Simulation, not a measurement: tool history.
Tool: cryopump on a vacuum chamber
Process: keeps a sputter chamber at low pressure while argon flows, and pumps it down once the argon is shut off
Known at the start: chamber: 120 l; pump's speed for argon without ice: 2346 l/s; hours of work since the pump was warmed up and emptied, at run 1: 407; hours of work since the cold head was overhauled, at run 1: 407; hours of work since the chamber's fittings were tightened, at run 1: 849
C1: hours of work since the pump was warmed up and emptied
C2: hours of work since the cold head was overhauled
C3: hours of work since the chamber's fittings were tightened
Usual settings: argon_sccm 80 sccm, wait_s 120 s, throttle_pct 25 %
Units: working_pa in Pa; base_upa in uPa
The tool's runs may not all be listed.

{"run": 1, "hour": 0.0, "argon_sccm": 80, "wait_s": 120, "throttle_pct": 25, "C1": 407, "C2": 407, "C3": 849, "working_pa": 0.2517, "base_upa": 2.08}
{"run": 2, "hour": 70.8, "argon_sccm": 80, "wait_s": 120, "throttle_pct": 25, "C1": 437, "C2": 437, "C3": 879, "working_pa": 0.2518, "base_upa": 2.22}
{"run": 3, "hour": 110.0, "argon_sccm": 80, "wait_s": 120, "throttle_pct": 25, "C1": 454, "C2": 454, "C3": 896, "working_pa": 0.2529, "base_upa": 2.21}
{"hour": 174.4, "done": "pump warmed up, emptied and cooled again"}
{"run": 4, "hour": 176.2, "argon_sccm": 80, "wait_s": 120, "throttle_pct": 25, "C1": 1, "C2": 480, "C3": 922, "working_pa": 0.2328, "base_upa": 1.77}
{"run": 5, "hour": 212.3, "argon_sccm": 80, "wait_s": 120, "throttle_pct": 25, "C1": 16, "C2": 496, "C3": 937, "working_pa": 0.2324, "base_upa": 1.87}
{"run": 6, "hour": 258.4, "argon_sccm": 80, "wait_s": 120, "throttle_pct": 25, "C1": 36, "C2": 515, "C3": 957, "working_pa": 0.2331, "base_upa": 1.81}
{"run": 7, "hour": 298.3, "argon_sccm": 110, "wait_s": 154, "throttle_pct": 18, "C1": 53, "C2": 532, "C3": 974, "working_pa": 0.4431, "base_upa": 1.85}
{"run": 8, "hour": 333.5, "argon_sccm": 110, "wait_s": 33, "throttle_pct": 18, "C1": 68, "C2": 547, "C3": 989, "working_pa": 0.4488, "base_upa": 3.08}
{"run": 9, "hour": 408.5, "argon_sccm": 110, "wait_s": 33, "throttle_pct": 18, "C1": 100, "C2": 580, "C3": 1021, "working_pa": 0.448, "base_upa": 3.13}
{"run": 10, "hour": 478.0, "argon_sccm": 52, "wait_s": 58, "throttle_pct": 26, "C1": 130, "C2": 609, "C3": 1051, "working_pa": 0.1492, "base_upa": 2.5}
{"run": 11, "hour": 535.2, "argon_sccm": 52, "wait_s": 58, "throttle_pct": 26, "C1": 154, "C2": 634, "C3": 1075, "working_pa": 0.1482, "base_upa": 2.57}
{"run": 12, "hour": 598.7, "argon_sccm": 80, "wait_s": 120, "throttle_pct": 31, "C1": 181, "C2": 661, "C3": 1102, "working_pa": 0.1925, "base_upa": 2.21}

Forecast each of these 5 alternatives for the next run:
{"run": "A", "hour": 672.6, "argon_sccm": 104, "wait_s": 261, "throttle_pct": 25, "C1": 213, "C2": 692, "C3": 1134, "working_pa": "?", "base_upa": "?"}
{"run": "B", "hour": 672.6, "argon_sccm": 80, "wait_s": 120, "throttle_pct": 18, "C1": 213, "C2": 692, "C3": 1134, "working_pa": "?", "base_upa": "?"}
{"run": "C", "hour": 672.6, "argon_sccm": 73, "wait_s": 37, "throttle_pct": 50, "C1": 213, "C2": 692, "C3": 1134, "working_pa": "?", "base_upa": "?"}
{"run": "D", "hour": 672.6, "argon_sccm": 126, "wait_s": 46, "throttle_pct": 24, "C1": 213, "C2": 692, "C3": 1134, "working_pa": "?", "base_upa": "?"}
{"run": "E", "hour": 672.6, "argon_sccm": 33, "wait_s": 120, "throttle_pct": 25, "C1": 213, "C2": 692, "C3": 1134, "working_pa": "?", "base_upa": "?"}

run=A working_pa=0.3143 base_upa=2.09
run=B working_pa=0.3299 base_upa=2.35
run=C working_pa=0.1158 base_upa=3.17
run=D working_pa=0.3956 base_upa=2.97
run=E working_pa=0.0995 base_upa=2.23
Without the tool's hidden state the same runs would have given:
run=A working_pa=0.3010 base_upa=0.30
run=B working_pa=0.3198 base_upa=0.53
run=C working_pa=0.1065 base_upa=1.42
run=D working_pa=0.3795 base_upa=1.21
run=E working_pa=0.0953 base_upa=0.49

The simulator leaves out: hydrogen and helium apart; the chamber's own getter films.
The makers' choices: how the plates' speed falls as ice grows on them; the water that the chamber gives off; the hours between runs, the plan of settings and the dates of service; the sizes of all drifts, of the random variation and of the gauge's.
